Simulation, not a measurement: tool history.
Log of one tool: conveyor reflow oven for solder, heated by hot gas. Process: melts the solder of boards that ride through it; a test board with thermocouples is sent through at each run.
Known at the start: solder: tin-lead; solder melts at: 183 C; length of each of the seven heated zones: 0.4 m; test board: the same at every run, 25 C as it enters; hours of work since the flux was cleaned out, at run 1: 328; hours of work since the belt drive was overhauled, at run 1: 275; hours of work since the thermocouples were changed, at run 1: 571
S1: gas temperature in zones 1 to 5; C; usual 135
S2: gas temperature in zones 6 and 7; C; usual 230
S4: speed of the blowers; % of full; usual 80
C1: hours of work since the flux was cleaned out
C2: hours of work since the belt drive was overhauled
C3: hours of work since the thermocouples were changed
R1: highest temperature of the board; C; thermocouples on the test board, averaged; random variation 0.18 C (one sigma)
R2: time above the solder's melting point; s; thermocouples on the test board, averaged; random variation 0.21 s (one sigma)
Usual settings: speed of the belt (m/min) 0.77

Run 1, hour 0: usual settings; C1 328; C2 275; C3 571. Result: R1 214.3 C, R2 44.5 s.
Run 2, hour 17: usual settings but speed of the belt (m/min) 0.632; C1 341; C2 288; C3 585. Result: R1 220.2 C, R2 59.9 s.
Run 3, hour 39.7: usual settings; C1 359; C2 306; C3 602. Result: R1 214.3 C, R2 44.2 s.
Run 4, hour 59: usual settings but S2 231 C; C1 374; C2 321; C3 617. Result: R1 215 C, R2 44.7 s.
Run 5, hour 80.1: usual settings but S2 231 C; C1 390; C2 338; C3 634. Result: R1 214.9 C, R2 44.5 s.
Run 6, hour 95.3: usual settings but S1 138 C; C1 402; C2 349; C3 646. Result: R1 215.1 C, R2 45.6 s.
Run 7, hour 120.6: usual settings but S1 138 C; C1 422; C2 369; C3 665. Result: R1 214.6 C, R2 45.1 s.

Run 8 comes next. What will it give?
Run 8, hour 145.5: usual settings but S1 138 C; C1 441; C2 388; C3 685. Result: R1 ?, R2 ?.

{"run 8": {"R1": 214.3, "R2": 45.1}}
Without the tool's hidden state the same run would have given R1 215 C, R2 45.7 s.
